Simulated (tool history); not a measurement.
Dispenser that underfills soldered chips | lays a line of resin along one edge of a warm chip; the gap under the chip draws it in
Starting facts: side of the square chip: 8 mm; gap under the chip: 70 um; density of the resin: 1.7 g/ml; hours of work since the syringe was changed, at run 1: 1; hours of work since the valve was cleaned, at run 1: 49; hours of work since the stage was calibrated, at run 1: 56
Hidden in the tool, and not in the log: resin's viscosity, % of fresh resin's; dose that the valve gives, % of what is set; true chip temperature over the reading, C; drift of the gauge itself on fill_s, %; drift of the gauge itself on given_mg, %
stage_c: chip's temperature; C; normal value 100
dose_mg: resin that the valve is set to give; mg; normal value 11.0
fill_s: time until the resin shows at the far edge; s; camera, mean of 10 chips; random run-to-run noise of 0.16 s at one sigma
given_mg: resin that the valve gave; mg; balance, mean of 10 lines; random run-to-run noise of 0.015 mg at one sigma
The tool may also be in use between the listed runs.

run	hour	stage_c	dose_mg	hours of work since the syringe was changed	hours of work since the valve was cleaned	hours of work since the stage was calibrated	fill_s	given_mg
1	0.0	100	11.0	1	49	56	11.2	10.83
2	2.5	100	11.0	3	51	57	12.4	10.77
# hour 5.0: dispensing valve cleaned and set on the balance
3	5.6	100	11.0	5	0	59	12.8	10.98
# hour 6.5: new syringe of resin
4	10.3	100	11.0	3	4	62	11.8	10.97
# hour 13.8: new syringe of resin
5	15.0	100	11.0	1	7	66	11.0	10.98
6	18.7	94	11.0	4	10	69	15.3	10.97
# hour 20.8: new syringe of resin
7	21.7	94	11.0	1	12	71	13.4	10.91
8	23.7	94	11.0	2	13	72	14.4	10.92
9	27.1	94	10.3	5	16	75	16.6	10.22
# hour 27.9: new syringe of resin
10	31.5	100	12.3	3	19	78	11.8	12.17
11	33.6	100	12.3	4	21	79	12.6	12.21
# hour 35.1: new syringe of resin
12	36.3	100	12.3	1	23	81	10.4	12.18
13	38.9	100	12.3	3	25	83	11.3	12.17
14	41.7	100	12.3	5	27	85	12.7	12.17
# hour 42.2: new syringe of resin
15	46.6	109	11.0	3	30	89	8.7	10.88
# hour 49.3: new syringe of resin
16	51.8	109	11.0	2	34	92	8.2	10.85
17	54.6	113	11.0	4	36	95	8.1	10.85
# hour 56.3: new syringe of resin
18	58.3	111	12.0	2	38	97	7.8	11.81
19	60.8	92	12.8	3	40	99	16.4	12.61
# hour 63.5: new syringe of resin
20	64.3	93	12.6	1	43	101	13.8	12.38
21	68.2	93	12.6	4	46	104	15.7	12.39
# hour 70.5: new syringe of resin
22	71.5	93	12.6	1	48	107	14.1	12.37
23	74.2	93	12.6	3	50	109	15.2	12.38
# hour 77.6: new syringe of resin
# hour 78.6: dispensing valve cleaned and set on the balance
24	80.2	94	10.5	1	1	112	13.9	10.46
25	83.3	85	11.0	4	4	115	21.6	10.96
# hour 85.7: new syringe of resin
26	87.7	97	14.1	2	7	118	12.4	14.03
27	91.0	86	13.0	4	9	120	20.7	12.93
# hour 92.9: new syringe of resin
28	93.9	86	13.0	1	11	122	18.2	12.93
29	97.8	86	13.0	4	14	125	20.5	12.90

Take each entry between the runs: how does the hidden state at the last listed run before it differ from the hidden state at the first listed run after it?
Runs 2 to 3: dispensing valve cleaned and set on the balance (hour 5.0)
  resin's viscosity, % of fresh resin's: 114 -> 121.3; dose that the valve gives, % of what is set: 98.21 -> 99.71; true chip temperature over the reading, C: 0.36 -> 0.37
  difference, measured minus the result without the unlogged condition, fill_s: +1.4 -> +2.1 s; given_mg: -0.20 -> -0.03 mg
Runs 3 to 4: new syringe of resin (hour 6.5)
  resin's viscosity, % of fresh resin's: 121.3 -> 112.3; dose that the valve gives, % of what is set: 99.71 -> 99.61; true chip temperature over the reading, C: 0.37 -> 0.38
  difference, measured minus the result without the unlogged condition, fill_s: +2.1 -> +1.2 s; given_mg: -0.03 -> -0.04 mg
Runs 4 to 5: new syringe of resin (hour 13.8)
  resin's viscosity, % of fresh resin's: 112.3 -> 104.3; dose that the valve gives, % of what is set: 99.61 -> 99.51; true chip temperature over the reading, C: 0.38 -> 0.39
  difference, measured minus the result without the unlogged condition, fill_s: +1.2 -> +0.3 s; given_mg: -0.04 -> -0.05 mg
Runs 6 to 7: new syringe of resin (hour 20.8)
  resin's viscosity, % of fresh resin's: 116.5 -> 102.5; dose that the valve gives, % of what is set: 99.42 -> 99.35; true chip temperature over the reading, C: 0.4 -> 0.41
  difference, measured minus the result without the unlogged condition, fill_s: +2.0 -> +0.2 s; given_mg: -0.07 -> -0.07 mg
Runs 9 to 10: new syringe of resin (hour 27.9)
  resin's viscosity, % of fresh resin's: 120.7 -> 112.4; dose that the valve gives, % of what is set: 99.22 -> 99.12; true chip temperature over the reading, C: 0.42 -> 0.43
  difference, measured minus the result without the unlogged condition, fill_s: +2.7 -> +1.1 s; given_mg: -0.08 -> -0.11 mg
Runs 11 to 12: new syringe of resin (hour 35.1)
  resin's viscosity, % of fresh resin's: 119.8 -> 101.1; dose that the valve gives, % of what is set: 99.08 -> 99.02
  difference, measured minus the result without the unlogged condition, fill_s: +1.9 -> +0.0 s; given_mg: -0.12 -> -0.12 mg
Runs 14 to 15: new syringe of resin (hour 42.2)
  resin's viscosity, % of fresh resin's: 118.8 -> 113.7; dose that the valve gives, % of what is set: 98.89 -> 98.79; true chip temperature over the reading, C: 0.46 -> 0.47
  difference, measured minus the result without the unlogged condition, fill_s: +1.8 -> +1.0 s; given_mg: -0.14 -> -0.13 mg
Runs 15 to 16: new syringe of resin (hour 49.3)
  resin's viscosity, % of fresh resin's: 113.7 -> 107.5; dose that the valve gives, % of what is set: 98.79 -> 98.67; true chip temperature over the reading, C: 0.47 -> 0.48
  difference, measured minus the result without the unlogged condition, fill_s: +1.0 -> +0.4 s; given_mg: -0.13 -> -0.15 mg
Runs 17 to 18: new syringe of resin (hour 56.3)
  resin's viscosity, % of fresh resin's: 117.1 -> 107.7; dose that the valve gives, % of what is set: 98.59 -> 98.52; true chip temperature over the reading, C: 0.49 -> 0.5
  difference, measured minus the result without the unlogged condition, fill_s: +1.0 -> +0.4 s; given_mg: -0.15 -> -0.18 mg
Runs 19 to 20: new syringe of resin (hour 63.5)
  resin's viscosity, % of fresh resin's: 116.1 -> 102.8; dose that the valve gives, % of what is set: 98.46 -> 98.39; true chip temperature over the reading, C: 0.5 -> 0.51
  difference, measured minus the result without the unlogged condition, fill_s: +2.1 -> +0.1 s; given_mg: -0.19 -> -0.20 mg
Runs 21 to 22: new syringe of resin (hour 70.5)
  resin's viscosity, % of fresh resin's: 115.3 -> 104.2; dose that the valve gives, % of what is set: 98.3 -> 98.23; true chip temperature over the reading, C: 0.52 -> 0.53
  difference, measured minus the result without the unlogged condition, fill_s: +1.8 -> +0.4 s; given_mg: -0.21 -> -0.22 mg
Runs 23 to 24: new syringe of resin (hour 77.6); dispensing valve cleaned and set on the balance (hour 78.6)
  resin's viscosity, % of fresh resin's: 113 -> 103.9; dose that the valve gives, % of what is set: 98.17 -> 99.7; true chip temperature over the reading, C: 0.53 -> 0.55
  difference, measured minus the result without the unlogged condition, fill_s: +1.5 -> +0.3 s; given_mg: -0.23 -> -0.03 mg
Runs 25 to 26: new syringe of resin (hour 85.7)
  resin's viscosity, % of fresh resin's: 114 -> 106.1; dose that the valve gives, % of what is set: 99.63 -> 99.53; true chip temperature over the reading, C: 0.55 -> 0.56
  difference, measured minus the result without the unlogged condition, fill_s: +2.3 -> +0.5 s; given_mg: -0.05 -> -0.07 mg
Runs 27 to 28: new syringe of resin (hour 92.9)
  resin's viscosity, % of fresh resin's: 117.2 -> 102.5; dose that the valve gives, % of what is set: 99.46 -> 99.39; true chip temperature over the reading, C: 0.57 -> 0.58
  difference, measured minus the result without the unlogged condition, fill_s: +2.7 -> +0.0 s; given_mg: -0.07 -> -0.08 mg
